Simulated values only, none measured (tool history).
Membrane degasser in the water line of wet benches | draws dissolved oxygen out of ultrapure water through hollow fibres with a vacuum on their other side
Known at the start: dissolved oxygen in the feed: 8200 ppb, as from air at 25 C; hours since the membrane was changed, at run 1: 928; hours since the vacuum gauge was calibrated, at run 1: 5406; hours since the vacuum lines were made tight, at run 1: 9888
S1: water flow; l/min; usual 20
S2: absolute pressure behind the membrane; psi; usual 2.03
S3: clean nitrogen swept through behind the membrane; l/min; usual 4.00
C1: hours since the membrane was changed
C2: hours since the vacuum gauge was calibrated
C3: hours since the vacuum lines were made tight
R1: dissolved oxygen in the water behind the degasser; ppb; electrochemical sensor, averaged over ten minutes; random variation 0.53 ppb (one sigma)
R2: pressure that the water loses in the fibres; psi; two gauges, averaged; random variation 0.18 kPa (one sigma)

Run 1, hour 0.0: usual settings; C1 928; C2 5406; C3 9888. Result: R1 131.0 ppb, R2 4.464 psi.
Run 2, hour 31.8: usual settings; C1 959; C2 5437; C3 9920. Result: R1 131.9 ppb, R2 4.427 psi.
Run 3, hour 59.4: usual settings; C1 987; C2 5465; C3 9948. Result: R1 132.0 ppb, R2 4.456 psi.
Run 4, hour 102.4: usual settings but S2 3.83 psi; C1 1030; C2 5508; C3 9991. Result: R1 275.7 ppb, R2 4.443 psi.
Run 5, hour 135.4: usual settings but S2 3.83 psi; C1 1063; C2 5541; C3 10024. Result: R1 274.0 ppb, R2 4.472 psi.
Run 6, hour 195.4: usual settings; C1 1123; C2 5601; C3 10084. Result: R1 131.2 ppb, R2 4.419 psi.
Run 7, hour 256.3: usual settings; C1 1184; C2 5662; C3 10145. Result: R1 131.3 ppb, R2 4.473 psi.
Run 8, hour 298.6: usual settings but S3 2.44 l/min; C1 1226; C2 5704; C3 10187. Result: R1 210.5 ppb, R2 4.405 psi.
Run 9, hour 324.5: usual settings but S3 2.44 l/min; C1 1252; C2 5730; C3 10213. Result: R1 209.3 ppb, R2 4.453 psi.
Run 10, hour 386.2: usual settings but S3 2.44 l/min; C1 1314; C2 5792; C3 10275. Result: R1 208.8 ppb, R2 4.428 psi.
Run 11, hour 425.3: usual settings but S3 2.44 l/min; C1 1353; C2 5831; C3 10314. Result: R1 208.7 ppb, R2 4.405 psi.
Run 12, hour 485.2: usual settings; C1 1413; C2 5891; C3 10374. Result: R1 132.5 ppb, R2 4.398 psi.
Run 13, hour 547.0: usual settings; C1 1475; C2 5953; C3 10435. Result: R1 132.1 ppb, R2 4.456 psi.
Run 14, hour 578.0: usual settings but S2 2.00 psi; C1 1506; C2 5984; C3 10466. Result: R1 129.6 ppb, R2 4.418 psi.
Run 15, hour 612.7: usual settings but S2 2.00 psi; C1 1540; C2 6018; C3 10501. Result: R1 129.2 ppb, R2 4.399 psi.
At hour 631.6: vacuum gauge calibrated.
Run 16, hour 662.7: usual settings but S2 5.02 psi, S3 10.08 l/min; C1 1590; C2 31; C3 10551. Result: R1 154.0 ppb, R2 4.370 psi.
Run 17, hour 707.3: usual settings but S1 32 l/min, S3 5.37 l/min; C1 1634; C2 76; C3 10595. Result: R1 167.2 ppb, R2 7.060 psi.
Run 18, hour 748.7: usual settings but S1 32 l/min, S3 5.37 l/min; C1 1676; C2 117; C3 10637. Result: R1 166.4 ppb, R2 7.005 psi.
Run 19, hour 789.2: usual settings but S1 32 l/min, S3 5.37 l/min; C1 1716; C2 158; C3 10677. Result: R1 167.5 ppb, R2 7.023 psi.
Run 20, hour 816.6: usual settings but S3 3.37 l/min; C1 1744; C2 185; C3 10705. Result: R1 155.3 ppb, R2 4.406 psi.
Run 21, hour 855.4: usual settings but S1 32 l/min; C1 1783; C2 224; C3 10743. Result: R1 216.3 ppb, R2 7.043 psi.
Run 22, hour 885.6: usual settings but S2 1.31 psi; C1 1813; C2 254; C3 10774. Result: R1 72.2 ppb, R2 4.390 psi.
Run 23, hour 916.7: usual settings but S1 22 l/min, S2 2.47 psi, S3 2.38 l/min; C1 1844; C2 285; C3 10805. Result: R1 296.8 ppb, R2 4.807 psi.
Run 24, hour 966.3: usual settings but S1 17 l/min, S2 4.70 psi, S3 9.23 l/min; C1 1894; C2 335; C3 10854. Result: R1 133.2 ppb, R2 3.707 psi.
Run 25, hour 1003.4: usual settings but S1 17 l/min, S2 3.13 psi, S3 9.23 l/min; C1 1931; C2 372; C3 10891. Result: R1 84.8 ppb, R2 3.681 psi.
Run 26, hour 1057.3: usual settings but S1 17 l/min, S2 3.67 psi, S3 6.29 l/min; C1 1985; C2 426; C3 10945. Result: R1 146.1 ppb, R2 3.693 psi.
Run 27, hour 1120.0: usual settings but S1 17 l/min, S2 3.67 psi, S3 6.29 l/min; C1 2047; C2 488; C3 11008. Result: R1 146.9 ppb, R2 3.677 psi.
Run 28, hour 1152.1: usual settings but S1 17 l/min, S2 3.67 psi, S3 6.29 l/min; C1 2079; C2 520; C3 11040. Result: R1 146.4 ppb, R2 3.683 psi.
Run 29, hour 1193.8: usual settings but S1 17 l/min, S2 3.67 psi, S3 11.55 l/min; C1 2121; C2 562; C3 11082. Result: R1 80.8 ppb, R2 3.727 psi.
Run 30, hour 1231.3: usual settings but S1 18 l/min, S2 1.38 psi; C1 2158; C2 600; C3 11119. Result: R1 70.4 ppb, R2 3.920 psi.

Hidden state or all else? Some run-to-run changes of R2, split into what the settings, what came in and random variation would give without the hidden state, and what is left for the hidden state (with any gauge scatter that isn't in both results):
The hidden state here: membrane still open, %; true pressure behind the membrane over the reading, kPa; air that leaks in behind the membrane, l/min; drift of the gauge itself on oxygen_ppb, %; drift of the gauge itself on loss_of_pressure_kpa, %.
Run 16 -> 17: S1 20 -> 32, S2 5.02 -> 2.03, S3 10.08 -> 5.37. R2 +2.690 psi: hidden state -0.035, all else +2.725.
Run 20 -> 21: S1 20 -> 32, S3 3.37 -> 4.00. R2 +2.637 psi: hidden state -0.042, all else +2.679.
Run 21 -> 22: S1 32 -> 20, S2 2.03 -> 1.31. R2 -2.653 psi: hidden state +0.036, all else -2.689.

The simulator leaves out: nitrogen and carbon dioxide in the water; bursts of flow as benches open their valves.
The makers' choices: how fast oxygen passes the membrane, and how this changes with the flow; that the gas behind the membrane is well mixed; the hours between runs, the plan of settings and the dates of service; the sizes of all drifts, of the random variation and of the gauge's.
